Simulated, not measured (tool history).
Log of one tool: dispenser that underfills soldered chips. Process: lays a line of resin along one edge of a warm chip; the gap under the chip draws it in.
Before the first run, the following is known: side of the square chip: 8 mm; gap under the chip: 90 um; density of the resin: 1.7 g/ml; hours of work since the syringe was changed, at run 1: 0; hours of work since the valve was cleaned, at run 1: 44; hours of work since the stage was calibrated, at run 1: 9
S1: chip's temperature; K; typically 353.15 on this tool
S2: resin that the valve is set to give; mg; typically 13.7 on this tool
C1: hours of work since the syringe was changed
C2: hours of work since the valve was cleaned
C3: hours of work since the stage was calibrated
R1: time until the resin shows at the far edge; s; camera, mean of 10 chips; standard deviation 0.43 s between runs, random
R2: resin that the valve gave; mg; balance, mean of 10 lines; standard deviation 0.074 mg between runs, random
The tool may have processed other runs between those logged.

run 1 hour=0 | S1=353.15 S2=13.7 | C1=0 C2=44 C3=9 | R1=30.8 R2=13.33
run 2 hour=2.4 | S1=353.15 S2=13.7 | C1=2 C2=46 C3=11 | R1=33.9 R2=13.28
run 3 hour=6.3 | S1=353.15 S2=13.7 | C1=5 C2=48 C3=13 | R1=41.8 R2=13.36
run 4 hour=9.7 | S1=353.15 S2=13.7 | C1=7 C2=51 C3=16 | R1=50.9 R2=13.26
-- hour=10.3 new syringe of resin
run 5 hour=14.5 | S1=353.15 S2=13.7 | C1=3 C2=54 C3=19 | R1=36.8 R2=13.15
run 6 hour=19.8 | S1=353.15 S2=13.7 | C1=7 C2=57 C3=22 | R1=48.1 R2=13.19
-- hour=21.2 new syringe of resin
run 7 hour=24 | S1=356.15 S2=13.7 | C1=2 C2=60 C3=25 | R1=31 R2=13.07
run 8 hour=26.3 | S1=356.15 S2=13.7 | C1=4 C2=62 C3=27 | R1=35.1 R2=13.05
run 9 hour=29.5 | S1=356.15 S2=13.7 | C1=6 C2=64 C3=29 | R1=40.9 R2=13.1
-- hour=31.9 new syringe of resin
run 10 hour=34.7 | S1=347.15 S2=13.7 | C1=2 C2=67 C3=32 | R1=46 R2=13.06
run 11 hour=38.3 | S1=353.15 S2=14.2 | C1=4 C2=70 C3=35 | R1=41 R2=13.62
run 12 hour=40.9 | S1=353.15 S2=14.5 | C1=6 C2=71 C3=37 | R1=45.6 R2=13.89
-- hour=42.6 new syringe of resin
run 13 hour=44.3 | S1=353.15 S2=14.5 | C1=1 C2=74 C3=39 | R1=32.7 R2=13.79
run 14 hour=48.1 | S1=353.15 S2=14.5 | C1=4 C2=76 C3=41 | R1=37.9 R2=13.83
run 15 hour=51.9 | S1=347.15 S2=13.7 | C1=6 C2=79 C3=44 | R1=62 R2=12.89
-- hour=53.5 new syringe of resin
run 16 hour=57.1 | S1=353.15 S2=13.7 | C1=2 C2=82 C3=47 | R1=37.3 R2=12.93
run 17 hour=59.8 | S1=353.15 S2=13.7 | C1=4 C2=84 C3=49 | R1=42 R2=12.98
run 18 hour=62.4 | S1=353.15 S2=12.5 | C1=6 C2=86 C3=51 | R1=50 R2=11.91
-- hour=64.1 new syringe of resin
run 19 hour=65.4 | S1=353.15 S2=13.5 | C1=1 C2=88 C3=53 | R1=33 R2=12.64
run 20 hour=70.9 | S1=355.15 S2=12.3 | C1=5 C2=92 C3=57 | R1=40.3 R2=11.43
run 21 hour=73.6 | S1=355.15 S2=12.3 | C1=7 C2=93 C3=59 | R1=45.1 R2=11.66
-- hour=75.1 new syringe of resin
run 22 hour=76.5 | S1=342.15 S2=14.6 | C1=1 C2=95 C3=60 | R1=53.7 R2=13.74
run 23 hour=79.1 | S1=364.15 S2=16.3 | C1=3 C2=97 C3=62 | R1=23.2 R2=15.14
-- hour=83.6 dispensing valve cleaned and set on the balance
run 24 hour=83.8 | S1=346.15 S2=17.6 | C1=5 C2=0 C3=65 | R1=58.8 R2=17.66
-- hour=86.7 new syringe of resin
run 25 hour=87.6 | S1=346.15 S2=11.8 | C1=1 C2=3 C3=67 | R1=45.6 R2=11.69
run 26 hour=91.2 | S1=359.15 S2=17.4 | C1=3 C2=5 C3=70 | R1=28.3 R2=17.26
run 27 hour=94.5 | S1=359.15 S2=11.8 | C1=5 C2=7 C3=72 | R1=36.2 R2=11.65
-- hour=97.5 new syringe of resin
run 28 hour=98.5 | S1=365.15 S2=12.6 | C1=1 C2=10 C3=74 | R1=20.5 R2=12.53
run 29 hour=103.7 | S1=367.15 S2=15.4 | C1=4 C2=13 C3=78 | R1=23 R2=15.22
run 30 hour=106.7 | S1=367.15 S2=15.4 | C1=6 C2=16 C3=80 | R1=27.3 R2=15.23
-- hour=108.4 new syringe of resin
run 31 hour=110.1 | S1=347.15 S2=14.7 | C1=1 C2=18 C3=82 | R1=41.8 R2=14.46
run 32 hour=112.6 | S1=347.15 S2=14.7 | C1=3 C2=19 C3=84 | R1=48.2 R2=14.5
run 33 hour=117.9 | S1=363.15 S2=12.1 | C1=7 C2=23 C3=88 | R1=33.6 R2=11.97
-- hour=119 new syringe of resin
run 34 hour=121.8 | S1=363.15 S2=12.1 | C1=2 C2=25 C3=90 | R1=24.7 R2=11.98
run 35 hour=127.1 | S1=346.15 S2=13.3 | C1=6 C2=29 C3=94 | R1=64.3 R2=12.96
-- hour=129.7 new syringe of resin
run 36 hour=131.8 | S1=341.15 S2=15.6 | C1=1 C2=32 C3=97 | R1=57.3 R2=15.34

Each row is a separate what-if for the run after 36, all from the same tool condition, not one after another. Results?
run A hour=134.6 | S1=354.15 S2=15.7 | C1=3 C2=34 C3=99 | R1=? R2=?
run B hour=134.6 | S1=353.15 S2=14.5 | C1=3 C2=34 C3=99 | R1=? R2=?
run C hour=134.6 | S1=348.15 S2=14.8 | C1=3 C2=34 C3=99 | R1=? R2=?
run D hour=134.6 | S1=341.15 S2=12.1 | C1=3 C2=34 C3=99 | R1=? R2=?

run=A R1=35.3 R2=15.41
run=B R1=38.6 R2=14.23
run=C R1=48.8 R2=14.36
run=D R1=69.1 R2=11.68
Take away the tool's hidden state, keep each run's random variation, and the runs would have read:
run=A R1=26.9 R2=15.77
run=B R1=29.6 R2=14.56
run=C R1=37.4 R2=14.7
run=D R1=52.7 R2=11.95
